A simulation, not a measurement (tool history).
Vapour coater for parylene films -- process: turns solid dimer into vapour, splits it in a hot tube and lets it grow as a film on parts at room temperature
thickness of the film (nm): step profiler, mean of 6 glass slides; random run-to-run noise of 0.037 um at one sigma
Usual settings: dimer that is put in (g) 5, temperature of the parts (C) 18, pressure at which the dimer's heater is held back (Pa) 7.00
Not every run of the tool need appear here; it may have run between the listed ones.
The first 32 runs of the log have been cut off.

run      day  dimer that is put in (g)  temperature of the parts (C)  pressure at which the dimer's heater is held back (Pa)  hours of work since the trap's valve was overhauled  hours of work since the table's thermometer was calibrated  thickness of the film (nm)
 33   72.846                         6                            23                                                   10.94                                                  193                                                         224                        3620
 34   74.188                         2                            20                                                    4.43                                                  214                                                         245                        1470
 35   76.692                         6                            20                                                    9.36                                                  254                                                         284                        4000
 36   79.750                         4                            14                                                    9.36                                                  302                                                         333                        3110
 37   82.475                         4                            29                                                    9.36                                                  345                                                         376                        2030
 38   84.704                         5                            12                                                    5.55                                                  381                                                         411                        4270
 39   87.054                         5                            12                                                    5.55                                                  418                                                         448                        4170
 40   89.321                         3                            12                                                    7.24                                                  454                                                         484                        2370
      90.725  -- trap's valve overhauled
 41   90.800                         3                            12                                                   10.00                                                    1                                                         505                        2640
 42   92.792                         3                            12                                                   10.00                                                   33                                                         536                        2570
 43   94.321                         7                            14                                                    3.16                                                   57                                                         560                        6710
 44   96.012                         5                            18                                                    7.00                                                   84                                                         587                        3820
 45   98.588                         8                            15                                                   11.08                                                  124                                                         628                        6030
 46  100.450                         8                            15                                                   11.08                                                  154                                                         657                        6030

Branching from run 46: 4 alternative next runs. What would each branch give?
  A  103.300                         8                            15                                                    5.53                                                  199                                                         702                           ?
  B  103.300                         2                            16                                                   11.67                                                  199                                                         702                           ?
  C  103.300                         8                            15                                                   11.08                                                  199                                                         702                           ?
  D  103.300                         7                            15                                                   11.08                                                  199                                                         702                           ?

run  thickness of the film (nm)
  A                        6590
  B                        1420
  C                        5940
  D                        5200
Without the tool's hidden state the same runs would have given:
run  thickness of the film (nm)
  A                        7140
  B                        1530
  C                        6430
  D                        5630
